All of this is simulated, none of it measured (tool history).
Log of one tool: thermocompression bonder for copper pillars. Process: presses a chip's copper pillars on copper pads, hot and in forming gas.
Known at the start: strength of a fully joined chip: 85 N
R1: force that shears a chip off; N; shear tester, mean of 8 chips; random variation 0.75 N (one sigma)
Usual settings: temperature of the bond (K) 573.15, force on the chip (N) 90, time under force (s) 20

Run 1, day 0.000: usual settings. Result: R1 57.4 N.
Run 2, day 1.758: usual settings. Result: R1 56.6 N.
Run 3, day 3.604: usual settings but force on the chip (N) 65. Result: R1 46.2 N.
Run 4, day 6.938: usual settings but force on the chip (N) 65. Result: R1 47.7 N.
Run 5, day 10.421: usual settings but force on the chip (N) 65. Result: R1 47.8 N.
At day 12.417: force cell calibrated.
Run 6, day 12.417: usual settings but temperature of the bond (K) 590.15. Result: R1 64.2 N.
Run 7, day 15.604: usual settings but temperature of the bond (K) 590.15. Result: R1 64.4 N.
At day 15.775: forming gas filter changed.
At day 18.346: force cell calibrated, once more.
Run 8, day 18.562: usual settings. Result: R1 60.2 N.
Run 9, day 20.075: usual settings. Result: R1 61.3 N.
Run 10, day 22.471: usual settings. Result: R1 58.5 N.
Run 11, day 25.829: usual settings. Result: R1 59.3 N.
Run 12, day 27.829: usual settings. Result: R1 59.1 N.
Run 13, day 31.117: usual settings. Result: R1 59.7 N.
Run 14, day 33.738: usual settings but force on the chip (N) 74. Result: R1 54.3 N.
Run 15, day 36.192: usual settings. Result: R1 60.5 N.
At day 37.333: heater calibrated with a thermocouple chip.
Run 16, day 39.562: usual settings. Result: R1 52.5 N.
Run 17, day 42.725: usual settings. Result: R1 52.5 N.
At day 44.271: forming gas filter changed.
Run 18, day 44.512: usual settings. Result: R1 55.4 N.
Run 19, day 47.954: usual settings but force on the chip (N) 108. Result: R1 60.7 N.
Run 20, day 50.346: usual settings but temperature of the bond (K) 571.15, force on the chip (N) 57, time under force (s) 11. Result: R1 31.9 N.
Run 21, day 52.150: usual settings but temperature of the bond (K) 571.15, force on the chip (N) 57, time under force (s) 11. Result: R1 32.7 N.
Run 22, day 54.962: usual settings but temperature of the bond (K) 571.15, force on the chip (N) 57, time under force (s) 11. Result: R1 33.0 N.
Run 23, day 58.421: usual settings but force on the chip (N) 113. Result: R1 60.7 N.
Run 24, day 59.833: usual settings but temperature of the bond (K) 557.15, force on the chip (N) 60, time under force (s) 17. Result: R1 32.4 N.
Run 25, day 61.546: usual settings but time under force (s) 13. Result: R1 48.6 N.
At day 62.342: force cell calibrated.
Run 26, day 64.646: usual settings but temperature of the bond (K) 596.15, time under force (s) 13. Result: R1 62.9 N.
Run 27, day 67.879: usual settings but temperature of the bond (K) 596.15, time under force (s) 13. Result: R1 64.6 N.
Run 28, day 69.367: usual settings but temperature of the bond (K) 551.15, time under force (s) 19. Result: R1 43.0 N.
At day 72.675: forming gas filter changed.
Run 29, day 72.829: usual settings but temperature of the bond (K) 568.15, time under force (s) 42. Result: R1 66.8 N.
Run 30, day 74.533: usual settings but temperature of the bond (K) 568.15, force on the chip (N) 112, time under force (s) 33. Result: R1 68.3 N.
Run 31, day 76.546: usual settings but temperature of the bond (K) 568.15, force on the chip (N) 112, time under force (s) 33. Result: R1 68.8 N.
Run 32, day 79.396: usual settings but temperature of the bond (K) 568.15, force on the chip (N) 112, time under force (s) 33. Result: R1 69.5 N.

The same runs without the tool's hidden state, with the same run-to-run variation:
The hidden state here: true temperature of the bond over the reading, C; force that reaches the chip, % of what is set; oxide that the forming gas leaves, % of the face; drift of the gauge itself on shear_n, %.
run    R1
  1  56.1
  2  55.3
  3  44.7
  4  46.2
  5  46.2
  6  64.5
  7  64.7
  8  55.4
  9  56.5
 10  53.8
 11  54.5
 12  54.3
 13  55.0
 14  49.3
 15  55.7
 16  54.8
 17  54.8
 18  55.6
 19  60.9
 20  31.9
 21  32.6
 22  32.8
 23  60.9
 24  32.0
 25  48.4
 26  61.8
 27  63.6
 28  40.7
 29  63.2
 30  64.9
 31  65.5
 32  66.1
